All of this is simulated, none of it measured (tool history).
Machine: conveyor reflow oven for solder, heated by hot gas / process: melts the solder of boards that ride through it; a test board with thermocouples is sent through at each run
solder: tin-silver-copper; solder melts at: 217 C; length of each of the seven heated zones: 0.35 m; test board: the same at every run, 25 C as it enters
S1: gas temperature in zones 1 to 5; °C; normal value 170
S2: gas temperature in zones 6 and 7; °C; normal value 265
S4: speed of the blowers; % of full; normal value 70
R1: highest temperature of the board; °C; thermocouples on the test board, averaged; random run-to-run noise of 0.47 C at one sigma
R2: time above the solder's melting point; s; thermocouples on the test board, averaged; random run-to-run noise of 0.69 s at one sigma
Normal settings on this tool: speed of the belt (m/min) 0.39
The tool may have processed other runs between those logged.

Run 1, hour 0: usual settings. Result: R1 250 °C, R2 77.3 s.
Run 2, hour 8.9: usual settings. Result: R1 249.6 °C, R2 76.2 s.
Run 3, hour 16.3: usual settings. Result: R1 249.3 °C, R2 76 s.
Run 4, hour 20.6: usual settings. Result: R1 249.2 °C, R2 76.7 s.
Run 5, hour 26: usual settings but speed of the belt (m/min) 0.326. Result: R1 254.2 °C, R2 99.5 s.
Run 6, hour 32.4: usual settings but speed of the belt (m/min) 0.422. Result: R1 246.7 °C, R2 65.8 s.
Run 7, hour 36.8: usual settings but speed of the belt (m/min) 0.422. Result: R1 246.9 °C, R2 66.6 s.
Run 8, hour 45.4: usual settings but speed of the belt (m/min) 0.422. Result: R1 246.1 °C, R2 65.8 s.
Run 9, hour 50: usual settings but speed of the belt (m/min) 0.422. Result: R1 246.7 °C, R2 65.7 s.
Run 10, hour 53.8: usual settings but S1 158 °C, S2 267 °C, S4 51 % of full. Result: R1 243.8 °C, R2 63.4 s.
Run 11, hour 58.1: usual settings but S1 158 °C, S2 267 °C, speed of the belt (m/min) 0.425, S4 75 % of full. Result: R1 246.1 °C, R2 59.8 s.

Here are 4 independent what-if runs from the current tool condition. What would each one return?
Run A, hour 64: usual settings but S1 158 °C, S2 267 °C, speed of the belt (m/min) 0.425, S4 61 % of full. Result: R1 ?, R2 ?.
Run B, hour 64: usual settings but S1 183 °C, S2 268 °C, speed of the belt (m/min) 0.425, S4 89 % of full. Result: R1 ?, R2 ?.
Run C, hour 64: usual settings but speed of the belt (m/min) 0.353, S4 64 % of full. Result: R1 ?, R2 ?.
Run D, hour 64: usual settings but S1 166 °C, speed of the belt (m/min) 0.441, S4 75 % of full. Result: R1 ?, R2 ?.

run     R1    R2
  A  243.2  56.3
  B  254.4  80.4
  C  251.3  87.2
  D  245.5  59.5
With the hidden condition removed and each run's random variation left untouched, the same runs would have given:
run     R1    R2
  A  245.6  59.8
  B  256.4  82.4
  C    253  89.6
  D  247.9  62.8
